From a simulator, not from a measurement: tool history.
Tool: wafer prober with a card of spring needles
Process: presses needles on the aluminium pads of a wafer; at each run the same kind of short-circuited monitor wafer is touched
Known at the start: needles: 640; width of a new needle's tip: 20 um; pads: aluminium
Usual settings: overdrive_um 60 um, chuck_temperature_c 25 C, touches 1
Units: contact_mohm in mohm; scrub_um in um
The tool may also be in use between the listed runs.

run 1 hour=0 | overdrive_um=60 chuck_temperature_c=25 touches=1 | contact_mohm=227 scrub_um=15.57
-- hour=3.7 tips cleaned on abrasive film
run 2 hour=5.7 | overdrive_um=60 chuck_temperature_c=25 touches=1 | contact_mohm=227 scrub_um=15.58
run 3 hour=14.9 | overdrive_um=60 chuck_temperature_c=25 touches=1 | contact_mohm=227 scrub_um=15.42
-- hour=21.2 tips cleaned on abrasive film
run 4 hour=25.8 | overdrive_um=60 chuck_temperature_c=25 touches=1 | contact_mohm=227 scrub_um=15.48
run 5 hour=32 | overdrive_um=60 chuck_temperature_c=25 touches=1 | contact_mohm=226 scrub_um=15.6
-- hour=37.8 tips cleaned on abrasive film
run 6 hour=43.2 | overdrive_um=60 chuck_temperature_c=25 touches=1 | contact_mohm=224 scrub_um=15.61
run 7 hour=52.3 | overdrive_um=60 chuck_temperature_c=25 touches=1 | contact_mohm=224 scrub_um=15.66
-- hour=54.8 tips cleaned on abrasive film
run 8 hour=63.1 | overdrive_um=51 chuck_temperature_c=25 touches=1 | contact_mohm=228 scrub_um=13.29
-- hour=71.4 tips cleaned on abrasive film
run 9 hour=72.9 | overdrive_um=60 chuck_temperature_c=28 touches=1 | contact_mohm=228 scrub_um=15.65
run 10 hour=80.9 | overdrive_um=60 chuck_temperature_c=25 touches=2 | contact_mohm=224 scrub_um=15.38
run 11 hour=87.6 | overdrive_um=60 chuck_temperature_c=36 touches=2 | contact_mohm=226 scrub_um=15.65
-- hour=88.3 tips cleaned on abrasive film
run 12 hour=95.7 | overdrive_um=60 chuck_temperature_c=25 touches=1 | contact_mohm=224 scrub_um=15.6
run 13 hour=102.4 | overdrive_um=60 chuck_temperature_c=25 touches=1 | contact_mohm=225 scrub_um=15.76
-- hour=105.7 tips cleaned on abrasive film
run 14 hour=109.5 | overdrive_um=60 chuck_temperature_c=25 touches=1 | contact_mohm=225 scrub_um=15.47
run 15 hour=114.7 | overdrive_um=60 chuck_temperature_c=25 touches=1 | contact_mohm=224 scrub_um=15.5
run 16 hour=119.7 | overdrive_um=60 chuck_temperature_c=25 touches=2 | contact_mohm=223 scrub_um=15.69
-- hour=122.7 tips cleaned on abrasive film
run 17 hour=124.7 | overdrive_um=60 chuck_temperature_c=25 touches=2 | contact_mohm=221 scrub_um=15.67
run 18 hour=130.4 | overdrive_um=64 chuck_temperature_c=25 touches=2 | contact_mohm=225 scrub_um=16.63
-- hour=139.5 tips cleaned on abrasive film
run 19 hour=141.1 | overdrive_um=70 chuck_temperature_c=52 touches=1 | contact_mohm=230 scrub_um=18.17
run 20 hour=151.6 | overdrive_um=60 chuck_temperature_c=33 touches=1 | contact_mohm=229 scrub_um=15.49
-- hour=156.9 tips cleaned on abrasive film
run 21 hour=162.9 | overdrive_um=69 chuck_temperature_c=33 touches=3 | contact_mohm=221 scrub_um=18.08
run 22 hour=167.7 | overdrive_um=60 chuck_temperature_c=80 touches=1 | contact_mohm=242 scrub_um=15.67
-- hour=173.5 tips cleaned on abrasive film
run 23 hour=177.6 | overdrive_um=60 chuck_temperature_c=74 touches=1 | contact_mohm=236 scrub_um=15.42
run 24 hour=185.6 | overdrive_um=58 chuck_temperature_c=52 touches=1 | contact_mohm=230 scrub_um=15.17
-- hour=190.3 tips cleaned on abrasive film
run 25 hour=192.1 | overdrive_um=60 chuck_temperature_c=44 touches=3 | contact_mohm=228 scrub_um=15.59
run 26 hour=198.7 | overdrive_um=60 chuck_temperature_c=44 touches=3 | contact_mohm=234 scrub_um=15.35
run 27 hour=203.8 | overdrive_um=48 chuck_temperature_c=38 touches=2 | contact_mohm=232 scrub_um=12.66
-- hour=207 tips cleaned on abrasive film
run 28 hour=212.7 | overdrive_um=48 chuck_temperature_c=38 touches=2 | contact_mohm=234 scrub_um=12.5
run 29 hour=217.6 | overdrive_um=48 chuck_temperature_c=38 touches=2 | contact_mohm=234 scrub_um=12.39
-- hour=224.2 tips cleaned on abrasive film
run 30 hour=228.9 | overdrive_um=41 chuck_temperature_c=71 touches=1 | contact_mohm=245 scrub_um=10.77
run 31 hour=235.8 | overdrive_um=60 chuck_temperature_c=25 touches=2 | contact_mohm=225 scrub_um=15.35
-- hour=240.9 tips cleaned on abrasive film
run 32 hour=245.1 | overdrive_um=43 chuck_temperature_c=25 touches=1 | contact_mohm=233 scrub_um=11.21
run 33 hour=254.1 | overdrive_um=72 chuck_temperature_c=118 touches=2 | contact_mohm=243 scrub_um=18.78
-- hour=257.8 tips cleaned on abrasive film
run 34 hour=260.2 | overdrive_um=52 chuck_temperature_c=31 touches=1 | contact_mohm=229 scrub_um=13.52
run 35 hour=268.7 | overdrive_um=65 chuck_temperature_c=77 touches=3 | contact_mohm=240 scrub_um=16.83

3 ways to go on from here, each from the tool as it stands after run 35. What would each give?
-- hour=274.9 tips cleaned on abrasive film
run A hour=278.9 | overdrive_um=60 chuck_temperature_c=92 touches=1 | contact_mohm=? scrub_um=?
-- hour=274.9 tips cleaned on abrasive film
run B hour=278.9 | overdrive_um=67 chuck_temperature_c=77 touches=3 | contact_mohm=? scrub_um=?
-- hour=274.9 tips cleaned on abrasive film
run C hour=278.9 | overdrive_um=58 chuck_temperature_c=44 touches=3 | contact_mohm=? scrub_um=?

run=A contact_mohm=244 scrub_um=15.42
run=B contact_mohm=238 scrub_um=17.45
run=C contact_mohm=231 scrub_um=15.14
Without the tool's hidden state the same runs would have given:
run=A contact_mohm=244 scrub_um=15.42
run=B contact_mohm=238 scrub_um=17.45
run=C contact_mohm=231 scrub_um=15.14
